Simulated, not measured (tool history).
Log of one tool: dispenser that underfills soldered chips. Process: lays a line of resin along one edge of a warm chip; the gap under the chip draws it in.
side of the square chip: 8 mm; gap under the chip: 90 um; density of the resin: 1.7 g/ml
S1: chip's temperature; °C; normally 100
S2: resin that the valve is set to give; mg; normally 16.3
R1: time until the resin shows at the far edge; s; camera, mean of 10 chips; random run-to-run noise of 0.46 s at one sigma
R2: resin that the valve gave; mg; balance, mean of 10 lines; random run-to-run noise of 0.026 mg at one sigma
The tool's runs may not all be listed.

run   hour   S1    S2    R1     R2
  1      0  100  16.3  33.8  16.18
       7.4  -- new syringe of resin
  2      9  100  16.3  34.4  16.14
      16.1  -- new syringe of resin
  3   16.3  100  20.9  31.4  20.65
      24.3  -- new syringe of resin
  4   26.4  100  17.2  33.8  16.92
      32.7  -- new syringe of resin
  5     35  100  17.2  34.6  16.81
      40.6  -- new syringe of resin
  6   41.9  100  16.3  33.3  15.95
      48.8  -- new syringe of resin
      49.8  -- dispensing valve cleaned and set on the balance
  7   49.8  100  13.9  33.4  13.89
      58.2  -- new syringe of resin
  8   60.9  100  13.9    36  13.82
      66.2  -- new syringe of resin
  9   71.3  100  13.9  38.1  13.74
      74.7  -- new syringe of resin
 10   79.3   89  16.3  62.9  16.12
      82.8  -- new syringe of resin
 11   84.4  100  16.3  33.7  16.07
      91.1  -- new syringe of resin
 12   93.3  100  16.3    36  16.04
      99.7  -- new syringe of resin
 13  103.3   86  19.3  68.2  18.91
     108.2  -- new syringe of resin
 14  110.9   91  15.4    53  15.02
     116.2  -- new syringe of resin
 15  117.9  101  20.1  31.8  19.58
     124.6  -- new syringe of resin
 16  127.8  101  20.1  33.4  19.53
     132.8  -- new syringe of resin
     134.6  -- dispensing valve cleaned and set on the balance
 17  137.8  101  20.1  33.4  20.09
     141.9  -- new syringe of resin
 18  148.6  101  20.1  36.8  20.14
     150.5  -- new syringe of resin
 19  156.7   86  20.3  75.5  20.23
     158.6  -- new syringe of resin
 20  162.4   93  20.3  49.6  20.12
     166.6  -- new syringe of resin
 21  170.8   93  17.4  49.5  17.27
     174.6  -- new syringe of resin
 22  177.2   90  18.3  54.1  18.09
     182.9  -- new syringe of resin
 23  184.1   90  18.3  50.7     18

Below are 5 alternative next runs, each starting from the tool's condition after run 23. Predict each:
     191.5  -- new syringe of resin
  A  191.7   99  16.3   ?   ?
     191.5  -- new syringe of resin
  B  191.7  100  18.1   ?   ?
     191.5  -- new syringe of resin
  C  191.7   90  16.3   ?   ?
     191.5  -- new syringe of resin
  D  191.7  106  17.5   ?   ?
     191.5  -- new syringe of resin
  E  191.7   97  14.2   ?   ?

run    R1     R2
  A  34.2  16.04
  B  31.7  17.75
  C  50.7  15.99
  D  24.5  17.21
  E  37.6  13.95
With no hidden state in the tool, these same runs would have given:
run    R1     R2
  A  37.3  16.31
  B  34.6  18.06
  C  55.5  16.26
  D  26.7   17.5
  E  40.9  14.19
